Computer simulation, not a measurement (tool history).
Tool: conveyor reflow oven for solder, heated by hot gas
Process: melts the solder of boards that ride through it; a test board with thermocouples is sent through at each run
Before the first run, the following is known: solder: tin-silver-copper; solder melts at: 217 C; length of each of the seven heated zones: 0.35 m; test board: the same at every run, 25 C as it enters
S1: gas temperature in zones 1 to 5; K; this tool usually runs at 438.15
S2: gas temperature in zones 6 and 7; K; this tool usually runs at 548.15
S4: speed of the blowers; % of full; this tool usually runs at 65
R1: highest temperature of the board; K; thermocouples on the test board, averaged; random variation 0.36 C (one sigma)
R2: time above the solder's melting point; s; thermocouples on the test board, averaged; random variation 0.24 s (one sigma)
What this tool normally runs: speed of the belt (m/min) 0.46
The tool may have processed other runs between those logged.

run 1 hour=0 | S1=438.15 S2=548.15 speed_of_the_belt_(m/min)=0.46 S4=65 | R1=530.35 R2=69.3
run 2 hour=23.7 | S1=438.15 S2=548.15 speed_of_the_belt_(m/min)=0.46 S4=65 | R1=531.25 R2=69.8
run 3 hour=45.1 | S1=438.15 S2=548.15 speed_of_the_belt_(m/min)=0.46 S4=65 | R1=531.05 R2=69.4
run 4 hour=59.4 | S1=438.15 S2=548.15 speed_of_the_belt_(m/min)=0.46 S4=88 | R1=536.25 R2=74.8
run 5 hour=79.7 | S1=438.15 S2=548.15 speed_of_the_belt_(m/min)=0.46 S4=88 | R1=535.85 R2=75
run 6 hour=89.3 | S1=438.15 S2=548.15 speed_of_the_belt_(m/min)=0.46 S4=88 | R1=535.05 R2=74.1
run 7 hour=102.8 | S1=438.15 S2=548.15 speed_of_the_belt_(m/min)=0.46 S4=88 | R1=535.35 R2=75
run 8 hour=116.7 | S1=449.15 S2=548.15 speed_of_the_belt_(m/min)=0.46 S4=88 | R1=537.35 R2=79.3
run 9 hour=129.6 | S1=438.15 S2=548.15 speed_of_the_belt_(m/min)=0.46 S4=65 | R1=530.95 R2=69.8
run 10 hour=150.6 | S1=438.15 S2=548.15 speed_of_the_belt_(m/min)=0.46 S4=65 | R1=530.25 R2=69.6
run 11 hour=165.8 | S1=438.15 S2=548.15 speed_of_the_belt_(m/min)=0.46 S4=65 | R1=530.45 R2=69.7
run 12 hour=185.8 | S1=435.15 S2=548.15 speed_of_the_belt_(m/min)=0.46 S4=65 | R1=529.95 R2=68
run 13 hour=202.3 | S1=435.15 S2=550.15 speed_of_the_belt_(m/min)=0.46 S4=65 | R1=531.85 R2=69.4
run 14 hour=217.4 | S1=438.15 S2=548.15 speed_of_the_belt_(m/min)=0.46 S4=75 | R1=532.75 R2=72
run 15 hour=233.4 | S1=438.15 S2=548.15 speed_of_the_belt_(m/min)=0.46 S4=75 | R1=533.15 R2=72.2
run 16 hour=247.9 | S1=438.15 S2=548.15 speed_of_the_belt_(m/min)=0.46 S4=75 | R1=532.95 R2=72.4
run 17 hour=269 | S1=438.15 S2=552.15 speed_of_the_belt_(m/min)=0.497 S4=73 | R1=533.65 R2=66.4
run 18 hour=286.7 | S1=431.15 S2=539.15 speed_of_the_belt_(m/min)=0.537 S4=55 | R1=512.35 R2=38.7
run 19 hour=295.5 | S1=450.15 S2=553.15 speed_of_the_belt_(m/min)=0.444 S4=60 | R1=537.05 R2=80.9
run 20 hour=308 | S1=438.15 S2=547.15 speed_of_the_belt_(m/min)=0.46 S4=65 | R1=529.75 R2=68.9
run 21 hour=328.4 | S1=451.15 S2=563.15 speed_of_the_belt_(m/min)=0.399 S4=65 | R1=550.25 R2=99.9
run 22 hour=343.1 | S1=451.15 S2=563.15 speed_of_the_belt_(m/min)=0.399 S4=65 | R1=549.95 R2=99.3
run 23 hour=353.4 | S1=451.15 S2=563.15 speed_of_the_belt_(m/min)=0.399 S4=65 | R1=549.95 R2=100.1
run 24 hour=369.4 | S1=430.15 S2=551.15 speed_of_the_belt_(m/min)=0.399 S4=55 | R1=533.15 R2=80.5
run 25 hour=388 | S1=429.15 S2=554.15 speed_of_the_belt_(m/min)=0.501 S4=68 | R1=531.35 R2=62
run 26 hour=406.7 | S1=437.15 S2=554.15 speed_of_the_belt_(m/min)=0.501 S4=68 | R1=532.85 R2=64.8
run 27 hour=425.2 | S1=437.15 S2=554.15 speed_of_the_belt_(m/min)=0.501 S4=68 | R1=532.75 R2=64.6
run 28 hour=451.5 | S1=438.15 S2=552.15 speed_of_the_belt_(m/min)=0.394 S4=65 | R1=538.45 R2=89.2
run 29 hour=465 | S1=453.15 S2=548.15 speed_of_the_belt_(m/min)=0.451 S4=65 | R1=532.95 R2=79.4
run 30 hour=474.9 | S1=453.15 S2=537.15 speed_of_the_belt_(m/min)=0.374 S4=54 | R1=524.75 R2=90.4
run 31 hour=485.3 | S1=447.15 S2=537.15 speed_of_the_belt_(m/min)=0.474 S4=54 | R1=517.75 R2=58.5
run 32 hour=504.1 | S1=447.15 S2=560.15 speed_of_the_belt_(m/min)=0.398 S4=67 | R1=547.05 R2=97.3

Taken out of this log: 3 entries between the listed runs. Where each belongs, and how the hidden state differs across it:
After run 1, before run 2: flux residue cleaned out of gas plates and filters (hour 16)
  heat that the gas passes to the board, % of a clean oven's: 97.7 -> 99.9; belt's true speed, % of the reading: 99.95 -> 99.92; true gas temperature in zones 6 and 7 over the reading, C: -1.33 -> -1.38
  what was measured, less what the result would be without the hidden state, R1: -1.7 -> -1.2 K; R2: -1.4 -> -0.8 s
After run 14, before run 15: flux residue cleaned out of gas plates and filters (hour 224.8)
  heat that the gas passes to the board, % of a clean oven's: 97.9 -> 99.6; belt's true speed, % of the reading: 99.56 -> 99.54; true gas temperature in zones 6 and 7 over the reading, C: -1.95 -> -1.98
  what was measured, less what the result would be without the hidden state, R1: -2.1 -> -1.7 K; R2: -1.2 -> -0.8 s
After run 27, before run 28: flux residue cleaned out of gas plates and filters (hour 433.5)
  heat that the gas passes to the board, % of a clean oven's: 97.6 -> 98.5; belt's true speed, % of the reading: 99.2 -> 99.16; true gas temperature in zones 6 and 7 over the reading, C: -2.55 -> -2.62
  what was measured, less what the result would be without the hidden state, R1: -2.6 -> -2.5 K; R2: -1.2 -> -0.9 s

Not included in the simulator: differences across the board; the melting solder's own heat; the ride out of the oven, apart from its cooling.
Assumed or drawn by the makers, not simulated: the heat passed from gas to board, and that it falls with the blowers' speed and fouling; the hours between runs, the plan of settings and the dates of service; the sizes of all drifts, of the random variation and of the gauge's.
